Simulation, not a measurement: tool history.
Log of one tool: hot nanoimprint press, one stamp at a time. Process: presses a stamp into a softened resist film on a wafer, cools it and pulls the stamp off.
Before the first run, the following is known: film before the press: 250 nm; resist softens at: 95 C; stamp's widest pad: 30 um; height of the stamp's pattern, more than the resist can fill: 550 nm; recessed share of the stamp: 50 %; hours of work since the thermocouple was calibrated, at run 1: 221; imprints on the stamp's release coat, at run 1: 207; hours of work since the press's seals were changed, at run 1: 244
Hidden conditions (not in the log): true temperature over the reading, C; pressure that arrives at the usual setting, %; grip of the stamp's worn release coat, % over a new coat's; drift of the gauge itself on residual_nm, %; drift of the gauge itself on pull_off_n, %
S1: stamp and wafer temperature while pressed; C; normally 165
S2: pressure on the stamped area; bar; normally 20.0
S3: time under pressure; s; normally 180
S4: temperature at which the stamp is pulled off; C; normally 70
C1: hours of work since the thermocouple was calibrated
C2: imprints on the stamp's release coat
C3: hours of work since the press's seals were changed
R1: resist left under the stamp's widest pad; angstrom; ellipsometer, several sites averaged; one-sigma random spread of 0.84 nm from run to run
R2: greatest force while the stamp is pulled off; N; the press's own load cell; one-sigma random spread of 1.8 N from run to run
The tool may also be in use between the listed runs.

{"run": 1, "hour": 0.0, "S1": 165, "S2": 20.0, "S3": 180, "S4": 70, "C1": 221, "C2": 207, "C3": 244, "R1": 1276, "R2": 215}
{"run": 2, "hour": 8.9, "S1": 165, "S2": 20.0, "S3": 180, "S4": 70, "C1": 226, "C2": 231, "C3": 249, "R1": 1269, "R2": 215}
{"run": 3, "hour": 15.0, "S1": 165, "S2": 20.0, "S3": 113, "S4": 70, "C1": 230, "C2": 247, "C3": 253, "R1": 1475, "R2": 217}
{"run": 4, "hour": 26.0, "S1": 157, "S2": 20.0, "S3": 180, "S4": 70, "C1": 236, "C2": 276, "C3": 259, "R1": 1605, "R2": 219}
{"run": 5, "hour": 32.4, "S1": 165, "S2": 20.0, "S3": 180, "S4": 70, "C1": 240, "C2": 294, "C3": 263, "R1": 1266, "R2": 214}
{"run": 6, "hour": 41.0, "S1": 165, "S2": 20.0, "S3": 180, "S4": 70, "C1": 245, "C2": 317, "C3": 268, "R1": 1286, "R2": 220}
{"run": 7, "hour": 50.0, "S1": 165, "S2": 20.0, "S3": 180, "S4": 70, "C1": 250, "C2": 341, "C3": 274, "R1": 1273, "R2": 219}
{"run": 8, "hour": 56.5, "S1": 165, "S2": 20.0, "S3": 180, "S4": 70, "C1": 254, "C2": 358, "C3": 277, "R1": 1268, "R2": 221}
{"run": 9, "hour": 66.1, "S1": 165, "S2": 20.0, "S3": 180, "S4": 73, "C1": 260, "C2": 384, "C3": 283, "R1": 1279, "R2": 218}
{"run": 10, "hour": 74.8, "S1": 165, "S2": 20.0, "S3": 180, "S4": 75, "C1": 265, "C2": 407, "C3": 288, "R1": 1269, "R2": 218}
{"run": 11, "hour": 80.6, "S1": 165, "S2": 20.0, "S3": 180, "S4": 55, "C1": 268, "C2": 423, "C3": 292, "R1": 1285, "R2": 240}
{"run": 12, "hour": 85.9, "S1": 165, "S2": 20.0, "S3": 180, "S4": 55, "C1": 271, "C2": 437, "C3": 295, "R1": 1295, "R2": 240}
{"run": 13, "hour": 95.7, "S1": 165, "S2": 20.0, "S3": 180, "S4": 55, "C1": 277, "C2": 463, "C3": 301, "R1": 1257, "R2": 247}
{"run": 14, "hour": 101.1, "S1": 165, "S2": 20.0, "S3": 216, "S4": 55, "C1": 280, "C2": 478, "C3": 304, "R1": 1201, "R2": 241}
{"run": 15, "hour": 106.5, "S1": 165, "S2": 20.0, "S3": 216, "S4": 55, "C1": 284, "C2": 492, "C3": 307, "R1": 1206, "R2": 244}
{"hour": 118.0, "done": "stamp cleaned and given a new release coat"}
{"run": 16, "hour": 123.1, "S1": 165, "S2": 20.0, "S3": 151, "S4": 70, "C1": 290, "C2": 14, "C3": 313, "R1": 1355, "R2": 206}
{"run": 17, "hour": 130.1, "S1": 165, "S2": 30.5, "S3": 151, "S4": 77, "C1": 294, "C2": 33, "C3": 317, "R1": 1115, "R2": 198}
{"run": 18, "hour": 141.5, "S1": 153, "S2": 30.5, "S3": 95, "S4": 63, "C1": 301, "C2": 63, "C3": 324, "R1": 1819, "R2": 219}
{"run": 19, "hour": 150.0, "S1": 153, "S2": 30.5, "S3": 191, "S4": 76, "C1": 306, "C2": 86, "C3": 329, "R1": 1498, "R2": 204}
{"run": 20, "hour": 160.4, "S1": 172, "S2": 12.1, "S3": 303, "S4": 73, "C1": 312, "C2": 114, "C3": 335, "R1": 1138, "R2": 207}
{"run": 21, "hour": 167.3, "S1": 166, "S2": 17.1, "S3": 174, "S4": 70, "C1": 316, "C2": 132, "C3": 339, "R1": 1370, "R2": 208}
{"run": 22, "hour": 174.4, "S1": 166, "S2": 17.1, "S3": 174, "S4": 62, "C1": 320, "C2": 151, "C3": 344, "R1": 1352, "R2": 223}
{"run": 23, "hour": 182.1, "S1": 166, "S2": 20.0, "S3": 238, "S4": 70, "C1": 325, "C2": 172, "C3": 348, "R1": 1131, "R2": 214}
{"run": 24, "hour": 189.6, "S1": 170, "S2": 19.9, "S3": 238, "S4": 70, "C1": 329, "C2": 192, "C3": 353, "R1": 998, "R2": 214}
{"run": 25, "hour": 194.5, "S1": 170, "S2": 19.9, "S3": 238, "S4": 70, "C1": 332, "C2": 205, "C3": 355, "R1": 995, "R2": 217}
{"run": 26, "hour": 204.5, "S1": 171, "S2": 20.0, "S3": 210, "S4": 66, "C1": 338, "C2": 232, "C3": 361, "R1": 1016, "R2": 218}
{"run": 27, "hour": 215.8, "S1": 174, "S2": 16.9, "S3": 160, "S4": 67, "C1": 345, "C2": 262, "C3": 368, "R1": 1140, "R2": 219}
{"run": 28, "hour": 223.7, "S1": 167, "S2": 27.8, "S3": 355, "S4": 75, "C1": 349, "C2": 283, "C3": 373, "R1": 806, "R2": 210}
{"run": 29, "hour": 229.2, "S1": 171, "S2": 18.7, "S3": 355, "S4": 75, "C1": 353, "C2": 298, "C3": 376, "R1": 874, "R2": 212}
{"run": 30, "hour": 233.9, "S1": 165, "S2": 20.0, "S3": 183, "S4": 64, "C1": 355, "C2": 311, "C3": 379, "R1": 1292, "R2": 223}

4 ways to go on from here, each from the tool as it stands after run 30. What would each give?
{"run": "A", "hour": 240.3, "S1": 165, "S2": 13.9, "S3": 100, "S4": 64, "C1": 359, "C2": 328, "C3": 383, "R1": "?", "R2": "?"}
{"run": "B", "hour": 240.3, "S1": 165, "S2": 20.6, "S3": 101, "S4": 57, "C1": 359, "C2": 328, "C3": 383, "R1": "?", "R2": "?"}
{"run": "C", "hour": 240.3, "S1": 165, "S2": 19.8, "S3": 183, "S4": 66, "C1": 359, "C2": 328, "C3": 383, "R1": "?", "R2": "?"}
{"run": "D", "hour": 240.3, "S1": 166, "S2": 20.0, "S3": 180, "S4": 70, "C1": 359, "C2": 328, "C3": 383, "R1": "?", "R2": "?"}

run=A R1=1777 R2=223
run=B R1=1530 R2=234
run=C R1=1293 R2=223
run=D R1=1266 R2=220
Take away the tool's hidden state, keep each run's random variation, and the runs would have read:
run=A R1=1725 R2=208
run=B R1=1473 R2=219
run=C R1=1238 R2=208
run=D R1=1213 R2=205

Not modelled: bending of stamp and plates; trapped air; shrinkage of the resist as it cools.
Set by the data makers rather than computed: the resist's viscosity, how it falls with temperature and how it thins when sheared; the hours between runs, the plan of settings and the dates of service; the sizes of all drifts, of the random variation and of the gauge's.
